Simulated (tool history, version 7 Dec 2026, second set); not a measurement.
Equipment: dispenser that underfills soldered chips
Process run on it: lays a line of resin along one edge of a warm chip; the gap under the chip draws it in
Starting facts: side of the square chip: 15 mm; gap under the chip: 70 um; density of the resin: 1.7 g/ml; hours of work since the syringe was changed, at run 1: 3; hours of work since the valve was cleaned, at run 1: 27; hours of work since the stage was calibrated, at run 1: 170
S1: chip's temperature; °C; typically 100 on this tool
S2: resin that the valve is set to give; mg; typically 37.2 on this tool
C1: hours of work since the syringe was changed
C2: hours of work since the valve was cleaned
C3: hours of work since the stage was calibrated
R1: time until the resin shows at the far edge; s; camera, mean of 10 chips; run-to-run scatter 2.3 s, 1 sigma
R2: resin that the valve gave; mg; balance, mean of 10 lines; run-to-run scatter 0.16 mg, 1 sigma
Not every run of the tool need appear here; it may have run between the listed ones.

{"run": 1, "hour": 0.0, "S1": 100, "S2": 37.2, "C1": 3, "C2": 27, "C3": 170, "R1": 263.7, "R2": 36.72}
{"hour": 2.6, "done": "new syringe of resin"}
{"run": 2, "hour": 4.6, "S1": 100, "S2": 37.2, "C1": 2, "C2": 31, "C3": 173, "R1": 248.3, "R2": 36.37}
{"run": 3, "hour": 7.2, "S1": 100, "S2": 37.2, "C1": 3, "C2": 32, "C3": 175, "R1": 266.6, "R2": 36.33}
{"hour": 9.6, "done": "new syringe of resin"}
{"run": 4, "hour": 10.4, "S1": 114, "S2": 37.2, "C1": 1, "C2": 35, "C3": 177, "R1": 164.4, "R2": 36.18}
{"run": 5, "hour": 14.6, "S1": 88, "S2": 37.2, "C1": 4, "C2": 38, "C3": 181, "R1": 386.9, "R2": 36.49}
{"hour": 16.7, "done": "new syringe of resin"}
{"run": 6, "hour": 20.2, "S1": 100, "S2": 34.7, "C1": 3, "C2": 42, "C3": 185, "R1": 271.4, "R2": 33.62}
{"hour": 24.1, "done": "new syringe of resin"}
{"run": 7, "hour": 25.5, "S1": 100, "S2": 34.7, "C1": 1, "C2": 46, "C3": 188, "R1": 240.2, "R2": 33.74}
{"run": 8, "hour": 28.8, "S1": 100, "S2": 34.7, "C1": 4, "C2": 48, "C3": 191, "R1": 271, "R2": 33.71}
{"hour": 31.3, "done": "new syringe of resin"}
{"run": 9, "hour": 32.6, "S1": 100, "S2": 37.2, "C1": 1, "C2": 51, "C3": 193, "R1": 238.5, "R2": 36.01}
{"hour": 38.3, "done": "new syringe of resin"}
{"run": 10, "hour": 38.5, "S1": 100, "S2": 33.7, "C1": 0, "C2": 55, "C3": 198, "R1": 236.7, "R2": 32.71}
{"run": 11, "hour": 42.2, "S1": 100, "S2": 37.2, "C1": 3, "C2": 58, "C3": 200, "R1": 262.4, "R2": 35.89}
{"hour": 45.4, "done": "new syringe of resin"}
{"run": 12, "hour": 45.8, "S1": 100, "S2": 37.2, "C1": 0, "C2": 60, "C3": 203, "R1": 226.7, "R2": 35.69}
{"run": 13, "hour": 51.1, "S1": 100, "S2": 37.2, "C1": 4, "C2": 64, "C3": 207, "R1": 269, "R2": 35.6}
{"hour": 52.4, "done": "new syringe of resin"}
{"run": 14, "hour": 55.5, "S1": 90, "S2": 37.2, "C1": 2, "C2": 67, "C3": 210, "R1": 332.6, "R2": 35.42}
{"hour": 59.6, "done": "new syringe of resin"}
{"run": 15, "hour": 59.7, "S1": 90, "S2": 37.2, "C1": 0, "C2": 70, "C3": 213, "R1": 291.4, "R2": 35.37}
{"run": 16, "hour": 63.1, "S1": 90, "S2": 37.2, "C1": 3, "C2": 73, "C3": 215, "R1": 330.1, "R2": 35.21}
{"hour": 66.8, "done": "new syringe of resin"}
{"hour": 68.9, "done": "dispensing valve cleaned and set on the balance"}
{"run": 17, "hour": 69.6, "S1": 90, "S2": 37.2, "C1": 1, "C2": 1, "C3": 219, "R1": 318.8, "R2": 37.4}
{"run": 18, "hour": 73.9, "S1": 90, "S2": 37.2, "C1": 5, "C2": 4, "C3": 223, "R1": 365, "R2": 37.06}
{"hour": 74.9, "done": "new syringe of resin"}
{"run": 19, "hour": 76.6, "S1": 90, "S2": 37.2, "C1": 1, "C2": 6, "C3": 224, "R1": 319, "R2": 37.02}
{"run": 20, "hour": 81.3, "S1": 100, "S2": 35.6, "C1": 5, "C2": 9, "C3": 228, "R1": 290.1, "R2": 35.44}
{"hour": 82.0, "done": "new syringe of resin"}
{"run": 21, "hour": 86.7, "S1": 100, "S2": 35.6, "C1": 4, "C2": 13, "C3": 232, "R1": 271.8, "R2": 35.42}

Run 22 comes next. What will it give?
{"hour": 89.2, "done": "new syringe of resin"}
{"run": 22, "hour": 91.0, "S1": 99, "S2": 35.6, "C1": 1, "C2": 16, "C3": 235, "R1": "?", "R2": "?"}

{"run 22": {"R1": 243.8, "R2": 35.39}}
Take away the tool's hidden state, keep the run-to-run variation as it was, and the same run would have given R1 235.4 s, R2 35.75 mg.
